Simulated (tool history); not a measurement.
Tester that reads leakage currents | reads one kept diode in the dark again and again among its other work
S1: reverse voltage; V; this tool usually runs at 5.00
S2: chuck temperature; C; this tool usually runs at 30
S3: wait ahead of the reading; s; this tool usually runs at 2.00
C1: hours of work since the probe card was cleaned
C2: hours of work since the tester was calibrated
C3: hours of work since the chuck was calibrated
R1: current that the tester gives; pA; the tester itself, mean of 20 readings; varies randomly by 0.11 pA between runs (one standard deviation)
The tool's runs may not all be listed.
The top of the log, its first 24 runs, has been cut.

run    hour     S1  S2    S3   C1    C2    C3      R1
 25   997.7   3.06  21  2.07   24   782  1213   11.49
 26  1052.0   1.38  22  2.07   46   804  1235    8.70
 27  1086.6   1.91  33  2.51   60   818  1249   22.45
 28  1145.9   1.23  39  1.52   84   842  1273   28.15
 29  1176.4   1.23  39  0.54   96   855  1286   28.49
 30  1220.7   1.23  39  0.54  114   873  1304   28.47
     1241.6  -- chuck's temperature calibrated
 31  1282.8   1.17  34  2.00  138   897    17   21.82
 32  1313.2   7.58  33  1.15  151   909    29   49.53
 33  1366.5   7.58  32  0.65  172   931    51   47.28
 34  1429.5   1.19  21  1.43  198   956    76    8.69
 35  1487.1   5.00  57  2.00  221   980    99  189.87
 36  1538.7   5.16  26  1.85  242  1001   120   25.66
 37  1568.1   7.66  53  0.36  254  1012   132  183.31
 38  1605.7   1.36  30  2.00  269  1028   148   17.54
 39  1654.7   1.66  35  0.79  289  1048   167   27.75
 40  1713.1  12.95  44  2.00  313  1071   191  131.65
 41  1761.5  12.95  44  2.00  332  1091   211  131.51

What if the next run were any one of these 3? Each begins from the tool's condition after run 41:
  A  1811.1   1.74  58  2.01  352  1111  231   ?
  B  1811.1   1.26  44  2.00  352  1111  231   ?
  C  1811.1  12.95  33  2.00  352  1111  231   ?

run      R1
  A  123.79
  B   43.86
  C   66.40
Without the tool's hidden state the same runs would have given:
run      R1
  A  124.61
  B   43.83
  C   59.55
